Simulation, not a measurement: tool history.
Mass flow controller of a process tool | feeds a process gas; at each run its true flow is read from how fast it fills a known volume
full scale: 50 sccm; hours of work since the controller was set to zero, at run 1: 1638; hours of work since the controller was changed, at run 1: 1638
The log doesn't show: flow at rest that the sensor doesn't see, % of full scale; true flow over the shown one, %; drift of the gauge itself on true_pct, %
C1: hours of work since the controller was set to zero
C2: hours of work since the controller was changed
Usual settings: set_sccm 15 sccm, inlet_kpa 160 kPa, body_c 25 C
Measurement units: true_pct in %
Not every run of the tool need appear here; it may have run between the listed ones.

{"run": 1, "day": 0.0, "set_sccm": 15, "inlet_kpa": 160, "body_c": 25, "C1": 1638, "C2": 1638, "true_pct": 98.79}
{"run": 2, "day": 5.321, "set_sccm": 15, "inlet_kpa": 160, "body_c": 25, "C1": 1721, "C2": 1721, "true_pct": 98.84}
{"run": 3, "day": 7.896, "set_sccm": 15, "inlet_kpa": 160, "body_c": 25, "C1": 1761, "C2": 1761, "true_pct": 98.98}
{"run": 4, "day": 12.454, "set_sccm": 31, "inlet_kpa": 160, "body_c": 25, "C1": 1831, "C2": 1831, "true_pct": 99.33}
{"run": 5, "day": 18.546, "set_sccm": 31, "inlet_kpa": 160, "body_c": 23, "C1": 1926, "C2": 1926, "true_pct": 99.59}
{"run": 6, "day": 23.525, "set_sccm": 31, "inlet_kpa": 160, "body_c": 23, "C1": 2003, "C2": 2003, "true_pct": 99.58}
{"run": 7, "day": 28.404, "set_sccm": 19, "inlet_kpa": 160, "body_c": 25, "C1": 2079, "C2": 2079, "true_pct": 99.1}
{"run": 8, "day": 30.967, "set_sccm": 19, "inlet_kpa": 261, "body_c": 25, "C1": 2119, "C2": 2119, "true_pct": 99.77}
{"run": 9, "day": 33.796, "set_sccm": 12, "inlet_kpa": 235, "body_c": 35, "C1": 2163, "C2": 2163, "true_pct": 98.53}
{"day": 34.383, "done": "controller's zero set anew"}
{"run": 10, "day": 38.233, "set_sccm": 12, "inlet_kpa": 175, "body_c": 33, "C1": 60, "C2": 2231, "true_pct": 98.69}
{"run": 11, "day": 44.212, "set_sccm": 12, "inlet_kpa": 175, "body_c": 33, "C1": 153, "C2": 2324, "true_pct": 98.87}
{"run": 12, "day": 47.483, "set_sccm": 12, "inlet_kpa": 175, "body_c": 33, "C1": 203, "C2": 2375, "true_pct": 98.84}
{"run": 13, "day": 50.633, "set_sccm": 18, "inlet_kpa": 250, "body_c": 28, "C1": 252, "C2": 2424, "true_pct": 99.66}

Per-run results on a tool with no hidden state, each run keeping its own random variation:
run=1 true_pct=97.97
run=2 true_pct=97.98
run=3 true_pct=98.10
run=4 true_pct=98.75
run=5 true_pct=98.98
run=6 true_pct=98.94
run=7 true_pct=98.22
run=8 true_pct=98.87
run=9 true_pct=97.26
run=10 true_pct=97.04
run=11 true_pct=97.17
run=12 true_pct=97.11
run=13 true_pct=98.36
